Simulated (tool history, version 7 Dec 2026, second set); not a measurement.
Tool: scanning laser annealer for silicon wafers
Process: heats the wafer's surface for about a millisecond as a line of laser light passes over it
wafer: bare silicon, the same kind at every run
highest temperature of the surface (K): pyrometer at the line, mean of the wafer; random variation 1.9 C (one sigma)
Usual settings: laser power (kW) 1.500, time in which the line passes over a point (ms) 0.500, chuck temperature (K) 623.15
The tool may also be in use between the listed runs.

run	hour	laser power (kW)	time in which the line passes over a point (ms)	chuck temperature (K)	highest temperature of the surface (K)
1	0.0	1.500	0.500	623.15	1328.15
2	12.9	1.311	0.500	623.15	1238.15
3	26.4	1.311	0.500	623.15	1236.15
4	46.9	1.565	0.500	623.15	1360.15
5	57.4	1.403	0.500	623.15	1278.15
6	74.1	1.500	0.500	623.15	1326.15
7	83.7	1.500	0.500	623.15	1326.15
8	101.1	1.500	0.500	623.15	1325.15
9	118.4	1.500	0.500	623.15	1323.15
10	131.3	1.634	0.500	623.15	1385.15
11	148.4	1.428	0.500	623.15	1289.15
12	159.8	1.428	0.500	623.15	1287.15
13	176.1	1.428	0.500	623.15	1285.15
14	194.2	1.586	0.500	623.15	1353.15
15	210.8	1.586	0.500	623.15	1350.15
16	224.0	1.586	0.500	623.15	1349.15
17	246.3	1.586	0.500	623.15	1395.15
18	263.0	1.606	0.500	623.15	1407.15
19	273.9	1.606	0.500	623.15	1404.15
20	290.2	1.606	0.500	623.15	1401.15
21	302.2	1.377	0.519	643.15	1318.15
22	310.8	1.375	0.420	623.15	1235.15
23	321.7	1.375	0.420	623.15	1237.15
24	333.6	1.546	0.465	603.15	1329.15
25	350.4	1.546	0.410	647.15	1331.15
26	365.6	1.546	0.410	647.15	1330.15
27	378.2	1.546	0.410	647.15	1327.15
28	396.8	1.546	0.398	643.15	1319.15
29	408.2	1.546	0.398	613.15	1286.15
30	419.9	1.546	0.398	613.15	1285.15
31	443.7	1.507	0.419	613.15	1285.15
32	457.5	1.507	0.419	613.15	1286.15
33	471.3	1.500	0.607	589.15	1373.15
34	490.3	1.467	0.410	591.15	1240.15
35	509.7	1.360	0.537	630.15	1301.15
36	522.0	1.483	0.419	621.15	1277.15
37	538.0	1.518	0.419	621.15	1295.15
38	555.5	1.485	0.468	661.15	1351.15

Not shown: 3 entries that the log had between the listed runs. Between which runs, and how does the tool's hidden state differ before and after?
Between runs 13 and 14: window over the wafer cleaned (hour 179.7)
  light that passes the window, % of a clean one's: 95.53 -> 94.09
  measured less the result without the state, highest temperature of the surface (K): -37.00 -> -52.00
Between runs 16 and 17: window over the wafer cleaned, once more (hour 237.5)
  light that passes the window, % of a clean one's: 93.91 -> 99.46; width of the line over the set one, %: 1.1 -> 1.11
  measured less the result without the state, highest temperature of the surface (K): -54.00 -> -9.00
Between runs 30 and 31: optics aligned, line set to its width (hour 437.1)
  light that passes the window, % of a clean one's: 98.36 -> 98.23; width of the line over the set one, %: 1.18 -> 0.17
  measured less the result without the state, highest temperature of the surface (K): -17.00 -> -13.00
